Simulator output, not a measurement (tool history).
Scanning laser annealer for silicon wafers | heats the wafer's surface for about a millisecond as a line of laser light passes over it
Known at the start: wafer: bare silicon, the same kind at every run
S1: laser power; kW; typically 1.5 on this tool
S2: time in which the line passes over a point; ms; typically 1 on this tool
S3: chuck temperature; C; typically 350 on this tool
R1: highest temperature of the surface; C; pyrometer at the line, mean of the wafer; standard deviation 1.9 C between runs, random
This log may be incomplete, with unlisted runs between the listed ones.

run   hour     S1    S2   S3    R1
  1      0    1.5     1  350  1142
  2      8    1.5     1  350  1142
  3   14.4    1.5     1  350  1143
  4   20.8    1.5   1.1  350  1184
  5   27.5    1.5  1.25  350  1249
  6   36.7    1.5  1.25  348  1248
  7   44.2    1.5  1.25  348  1247
  8   49.3    1.5  1.25  328  1232
  9   57.9    1.5  1.25  328  1229
 10   64.7    1.5  1.25  328  1229
 11   72.5    1.5  1.25  328  1231
 12   79.8    1.5     1  350  1142
 13   88.1    1.5     1  350  1145
 14   97.5    1.5     1  350  1143
 15  105.7    1.5     1  350  1141
 16  112.5    1.5     1  364  1159
 17  121.1    1.5     1  364  1153
 18  125.9    1.5     1  350  1141
 19  130.8    1.5     1  350  1146
 20  136.2    1.5     1  350  1144
 21  144.3    1.5     1  319  1111
 22  151.9    1.5     1  319  1114
 23    157    1.5     1  319  1112
 24  161.7  1.275  1.08  329  1007
 25  169.3  1.275  1.08  329  1004
 26  175.3  1.499  1.18  348  1218
 27  181.7  1.285  1.22  316  1048
 28  187.5   1.36  0.78  316   923
 29  196.7  1.354  0.86  350   993
 30    202  1.573   1.2  319  1248
 31  206.4  1.315   0.9  333   963
 32  211.8  1.453  0.78  317   976
 33  217.2  1.512   1.1  313  1156
 34  225.8  1.512   1.1  313  1159
 35    230  1.512   1.1  313  1163
 36  236.8   1.34   0.9  377  1025
 37    244   1.34   0.9  377  1027
 38  250.5   1.34   0.9  377  1022
 39  258.8  1.404     1  350  1079
 40  264.4  1.288  0.93  350   976
 41    271  1.288  0.93  350   977

Predict each of these 4 candidate next runs independently; none follows another, all start after run 41:
  A  275.3    1.5  1.15  317   ?
  B  275.3  1.288  1.12  325   ?
  C  275.3  1.419  0.81  313   ?
  D  275.3  1.496  0.93  350   ?

run    R1
  A  1178
  B  1023
  C   967
  D  1109
Stripped of hidden state, with their random variation kept, the same runs would have yielded:
run    R1
  A  1178
  B  1023
  C   967
  D  1109
